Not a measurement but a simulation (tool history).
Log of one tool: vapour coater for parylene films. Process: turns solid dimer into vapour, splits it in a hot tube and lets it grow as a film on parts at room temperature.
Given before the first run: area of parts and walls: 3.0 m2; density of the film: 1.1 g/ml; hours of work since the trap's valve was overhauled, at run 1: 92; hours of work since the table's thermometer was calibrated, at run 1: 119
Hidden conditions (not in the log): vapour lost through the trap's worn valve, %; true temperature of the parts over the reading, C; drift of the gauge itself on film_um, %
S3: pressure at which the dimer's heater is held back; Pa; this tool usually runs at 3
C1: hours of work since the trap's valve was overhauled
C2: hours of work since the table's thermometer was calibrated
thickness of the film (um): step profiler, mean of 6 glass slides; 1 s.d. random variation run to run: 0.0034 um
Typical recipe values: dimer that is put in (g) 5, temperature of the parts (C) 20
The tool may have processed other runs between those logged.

Run 1, day 0: usual settings; C1 92; C2 119. Result: thickness of the film (um) 0.867.
Run 2, day 0.583: usual settings but dimer that is put in (g) 3; C1 102; C2 129. Result: thickness of the film (um) 0.518.
Run 3, day 1.196: usual settings but dimer that is put in (g) 3, temperature of the parts (C) 15; C1 112; C2 139. Result: thickness of the film (um) 0.583.
Run 4, day 1.879: usual settings but dimer that is put in (g) 3, temperature of the parts (C) 15; C1 123; C2 150. Result: thickness of the film (um) 0.583.
Run 5, day 2.733: usual settings but dimer that is put in (g) 3, temperature of the parts (C) 15; C1 137; C2 164. Result: thickness of the film (um) 0.586.
Run 6, day 3.292: usual settings; C1 146; C2 174. Result: thickness of the film (um) 0.867.
Run 7, day 4.121: usual settings; C1 160; C2 187. Result: thickness of the film (um) 0.861.
Run 8, day 4.979: usual settings but dimer that is put in (g) 4; C1 174; C2 201. Result: thickness of the film (um) 0.69.
Run 9, day 5.608: usual settings but dimer that is put in (g) 4; C1 184; C2 212. Result: thickness of the film (um) 0.695.
Run 10, day 6.271: usual settings; C1 195; C2 223. Result: thickness of the film (um) 0.859.
Run 11, day 6.842: usual settings; C1 205; C2 232. Result: thickness of the film (um) 0.862.
Run 12, day 7.554: usual settings; C1 216; C2 244. Result: thickness of the film (um) 0.863.
Run 13, day 8.538: usual settings but dimer that is put in (g) 8; C1 232; C2 260. Result: thickness of the film (um) 1.368.
Run 14, day 9.45: usual settings but dimer that is put in (g) 8; C1 247; C2 275. Result: thickness of the film (um) 1.364.
Run 15, day 10.367: usual settings but dimer that is put in (g) 8; C1 263; C2 290. Result: thickness of the film (um) 1.368.
Run 16, day 11.1: usual settings but dimer that is put in (g) 8; C1 275; C2 302. Result: thickness of the film (um) 1.37.
Run 17, day 11.767: usual settings but S3 4.77 Pa; C1 286; C2 313. Result: thickness of the film (um) 0.798.
Run 18, day 12.5: usual settings but S3 10.97 Pa; C1 298; C2 325. Result: thickness of the film (um) 0.698.
Run 19, day 13.458: usual settings but temperature of the parts (C) 19; C1 313; C2 341. Result: thickness of the film (um) 0.873.
Run 20, day 13.942: usual settings but temperature of the parts (C) 19; C1 321; C2 349. Result: thickness of the film (um) 0.871.
Run 21, day 14.742: usual settings but temperature of the parts (C) 19; C1 334; C2 362. Result: thickness of the film (um) 0.87.
Run 22, day 15.462: usual settings but temperature of the parts (C) 19; C1 346; C2 374. Result: thickness of the film (um) 0.873.
Run 23, day 16.096: usual settings but dimer that is put in (g) 8; C1 357; C2 384. Result: thickness of the film (um) 1.359.
Run 24, day 17.004: usual settings but dimer that is put in (g) 8; C1 372; C2 399. Result: thickness of the film (um) 1.353.
Run 25, day 17.467: usual settings but temperature of the parts (C) 13, S3 3.78 Pa; C1 379; C2 407. Result: thickness of the film (um) 0.969.
Run 26, day 18.208: usual settings but temperature of the parts (C) 28, S3 3.78 Pa; C1 391; C2 419. Result: thickness of the film (um) 0.675.
Run 27, day 18.729: usual settings but temperature of the parts (C) 28, S3 3.78 Pa; C1 400; C2 427. Result: thickness of the film (um) 0.679.
Run 28, day 19.575: usual settings but S3 5.3 Pa; C1 414; C2 441. Result: thickness of the film (um) 0.775.
Run 29, day 20.033: usual settings but S3 5.3 Pa; C1 422; C2 449. Result: thickness of the film (um) 0.773.
Run 30, day 20.771: usual settings but S3 5.3 Pa; C1 434; C2 461. Result: thickness of the film (um) 0.775.
Run 31, day 21.638: usual settings but S3 5.3 Pa; C1 448; C2 475. Result: thickness of the film (um) 0.775.
Run 32, day 22.583: usual settings but dimer that is put in (g) 6, temperature of the parts (C) 21; C1 463; C2 491. Result: thickness of the film (um) 0.99.
Run 33, day 23.183: usual settings but dimer that is put in (g) 6, temperature of the parts (C) 21, S3 7.58 Pa; C1 473; C2 501. Result: thickness of the film (um) 0.86.
Run 34, day 23.912: usual settings but S3 4.27 Pa; C1 485; C2 513. Result: thickness of the film (um) 0.797.
Run 35, day 24.654: usual settings but S3 4.27 Pa; C1 497; C2 525. Result: thickness of the film (um) 0.802.
Run 36, day 25.446: usual settings but dimer that is put in (g) 8, temperature of the parts (C) 21, S3 7.17 Pa; C1 510; C2 538. Result: thickness of the film (um) 1.158.
Run 37, day 26.296: usual settings but S3 4.79 Pa; C1 524; C2 552. Result: thickness of the film (um) 0.774.
Run 38, day 26.883: usual settings but temperature of the parts (C) 21, S3 8.62 Pa; C1 534; C2 562. Result: thickness of the film (um) 0.699.
Run 39, day 27.854: usual settings but dimer that is put in (g) 6, temperature of the parts (C) 31; C1 550; C2 577. Result: thickness of the film (um) 0.773.
Run 40, day 28.388: usual settings but dimer that is put in (g) 6, temperature of the parts (C) 31, S3 3.66 Pa; C1 559; C2 586. Result: thickness of the film (um) 0.748.
Run 41, day 29.142: usual settings but dimer that is put in (g) 6, temperature of the parts (C) 31, S3 3.66 Pa; C1 571; C2 599. Result: thickness of the film (um) 0.745.
Run 42, day 29.804: usual settings but dimer that is put in (g) 6, temperature of the parts (C) 31, S3 3.66 Pa; C1 582; C2 610. Result: thickness of the film (um) 0.746.
Run 43, day 30.604: usual settings but dimer that is put in (g) 7, temperature of the parts (C) 16, S3 10.12 Pa; C1 595; C2 623. Result: thickness of the film (um) 1.07.
Run 44, day 31.254: usual settings but dimer that is put in (g) 2, temperature of the parts (C) 21, S3 8.78 Pa; C1 606; C2 633. Result: thickness of the film (um) 0.271.
Run 45, day 32.133: usual settings but dimer that is put in (g) 2, temperature of the parts (C) 21, S3 8.78 Pa; C1 620; C2 648. Result: thickness of the film (um) 0.271.
Run 46, day 32.912: usual settings but dimer that is put in (g) 2, S3 3.48 Pa; C1 633; C2 661. Result: thickness of the film (um) 0.327.
Run 47, day 33.829: usual settings but temperature of the parts (C) 18; C1 648; C2 676. Result: thickness of the film (um) 0.872.

Branching from run 47: 4 alternative next runs. What would each branch give?
Run A, day 34.7: usual settings but temperature of the parts (C) 13, S3 3.48 Pa; C1 663; C2 690. Result: thickness of the film (um) ?.
Run B, day 34.7: usual settings but temperature of the parts (C) 18, S3 4.04 Pa; C1 663; C2 690. Result: thickness of the film (um) ?.
Run C, day 34.7: usual settings but S3 11.56 Pa; C1 663; C2 690. Result: thickness of the film (um) ?.
Run D, day 34.7: usual settings but dimer that is put in (g) 2, S3 4.16 Pa; C1 663; C2 690. Result: thickness of the film (um) ?.

run  thickness of the film (um)
  A                       0.957
  B                       0.835
  C                       0.675
  D                       0.317
What these runs would have given with no unlogged condition in the tool:
run  thickness of the film (um)
  A                       1.011
  B                       0.882
  C                       0.714
  D                       0.335
